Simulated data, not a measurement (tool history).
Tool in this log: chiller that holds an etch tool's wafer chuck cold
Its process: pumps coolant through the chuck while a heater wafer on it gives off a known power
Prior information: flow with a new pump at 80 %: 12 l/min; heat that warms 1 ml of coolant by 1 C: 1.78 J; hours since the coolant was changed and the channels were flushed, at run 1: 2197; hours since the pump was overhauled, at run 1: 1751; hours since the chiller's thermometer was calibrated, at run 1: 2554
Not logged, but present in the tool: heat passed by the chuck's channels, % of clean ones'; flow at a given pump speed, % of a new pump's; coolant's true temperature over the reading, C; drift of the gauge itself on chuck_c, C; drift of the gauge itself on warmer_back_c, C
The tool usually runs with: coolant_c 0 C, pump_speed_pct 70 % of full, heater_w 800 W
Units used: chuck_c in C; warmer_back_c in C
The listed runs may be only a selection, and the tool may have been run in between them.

| run | day | coolant_c | pump_speed_pct | heater_w | hours since the coolant was changed and the channels were flushed | hours since the pump was overhauled | hours since the chiller's thermometer was calibrated | chuck_c | warmer_back_c |
|---|---|---|---|---|---|---|---|---|---|
| 1 | 0.000 | 0 | 70 | 800 | 2197 | 1751 | 2554 | 10.7 | 2.73 |
| 2 | 2.650 | 0 | 70 | 800 | 2260 | 1814 | 2617 | 10.8 | 2.70 |
| 3 | 4.988 | 0 | 70 | 800 | 2316 | 1871 | 2673 | 10.8 | 2.68 |
| 4 | 6.642 | 0 | 70 | 800 | 2356 | 1910 | 2713 | 10.7 | 2.67 |
| 5 | 7.950 | 0 | 70 | 800 | 2388 | 1942 | 2744 | 10.8 | 2.70 |
| 6 | 9.938 | 0 | 70 | 800 | 2435 | 1989 | 2792 | 11.0 | 2.64 |
| 7 | 11.429 | 0 | 70 | 800 | 2471 | 2025 | 2828 | 10.9 | 2.73 |
| 8 | 13.479 | 0 | 70 | 800 | 2520 | 2074 | 2877 | 10.9 | 2.72 |
|  | 13.975 | chiller's thermometer calibrated |
| 9 | 14.917 | 0 | 70 | 800 | 2554 | 2108 | 23 | 11.4 | 2.68 |
| 10 | 16.292 | 8 | 67 | 800 | 2587 | 2141 | 56 | 19.6 | 2.90 |
| 11 | 18.579 | 8 | 67 | 800 | 2642 | 2196 | 110 | 19.6 | 2.87 |
| 12 | 21.292 | 0 | 73 | 441 | 2707 | 2261 | 176 | 6.1 | 1.41 |
| 13 | 23.288 | -9 | 67 | 909 | 2755 | 2309 | 223 | 4.3 | 3.32 |
| 14 | 25.671 | -6 | 70 | 696 | 2812 | 2366 | 281 | 3.8 | 2.40 |

For each entry between runs, how does the tool's hidden state at the last listed run before it compare with that at the first listed run after it?
Between runs 8 and 9: chiller's thermometer calibrated (day 13.975)
  heat passed by the chuck's channels, % of clean ones': 93.2 -> 93.1; flow at a given pump speed, % of a new pump's: 96.3 -> 96.2; coolant's true temperature over the reading, C: -0.37 -> -0.05
  measured result minus the result with no hidden state, chuck_c: +0.6 -> +0.9 C; warmer_back_c: +0.10 -> +0.10 C
